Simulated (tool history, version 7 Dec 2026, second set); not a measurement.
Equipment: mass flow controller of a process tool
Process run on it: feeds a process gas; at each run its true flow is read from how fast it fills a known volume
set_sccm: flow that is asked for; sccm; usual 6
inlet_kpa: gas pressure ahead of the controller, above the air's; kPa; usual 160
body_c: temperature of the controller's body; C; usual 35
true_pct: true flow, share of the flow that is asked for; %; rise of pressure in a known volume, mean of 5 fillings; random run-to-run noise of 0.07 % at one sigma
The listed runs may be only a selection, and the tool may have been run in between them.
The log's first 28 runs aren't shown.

Run 29, day 135.458: usual settings but set_sccm 11 sccm, inlet_kpa 269 kPa, body_c 26 C. Result: true_pct 98.85 %.
Run 30, day 141.262: usual settings but set_sccm 3 sccm, inlet_kpa 144 kPa. Result: true_pct 97.12 %.
Run 31, day 146.754: usual settings but set_sccm 3 sccm, inlet_kpa 144 kPa. Result: true_pct 97.1 %.
Run 32, day 149.346: usual settings but set_sccm 3 sccm, inlet_kpa 144 kPa. Result: true_pct 97.22 %.
Run 33, day 152.021: usual settings but set_sccm 2 sccm, body_c 22 C. Result: true_pct 96.48 %.
Run 34, day 156.533: usual settings but inlet_kpa 159 kPa, body_c 20 C. Result: true_pct 97.16 %.
Run 35, day 159.438: usual settings but set_sccm 2 sccm, inlet_kpa 197 kPa, body_c 31 C. Result: true_pct 97.21 %.
Run 36, day 163.892: usual settings but set_sccm 2 sccm, inlet_kpa 197 kPa, body_c 31 C. Result: true_pct 97.12 %.
Run 37, day 169.25: usual settings but set_sccm 18 sccm, body_c 31 C. Result: true_pct 99.67 %.
Run 38, day 172.567: usual settings but set_sccm 3 sccm, inlet_kpa 147 kPa. Result: true_pct 97.17 %.
Run 39, day 177.196: usual settings but set_sccm 3 sccm, inlet_kpa 147 kPa. Result: true_pct 97.32 %.
Run 40, day 181.538: usual settings but inlet_kpa 147 kPa. Result: true_pct 97.66 %.
Run 41, day 186.7: usual settings but inlet_kpa 147 kPa. Result: true_pct 97.64 %.
Run 42, day 192.517: usual settings but set_sccm 9 sccm, body_c 25 C. Result: true_pct 97.82 %.
Run 43, day 195.279: usual settings but set_sccm 9 sccm, body_c 25 C. Result: true_pct 97.8 %.
Run 44, day 201.325: usual settings but set_sccm 9 sccm, inlet_kpa 152 kPa, body_c 28 C. Result: true_pct 97.84 %.

Run 45 comes next. What will it give?
Run 45, day 204.667: usual settings but set_sccm 9 sccm, inlet_kpa 152 kPa, body_c 28 C. Result: true_pct ?.

Run 45 measured true_pct 98.02 %.
Take away the tool's hidden state, keep the run-to-run variation as it was, and the same run would have given true_pct 98.02 %.
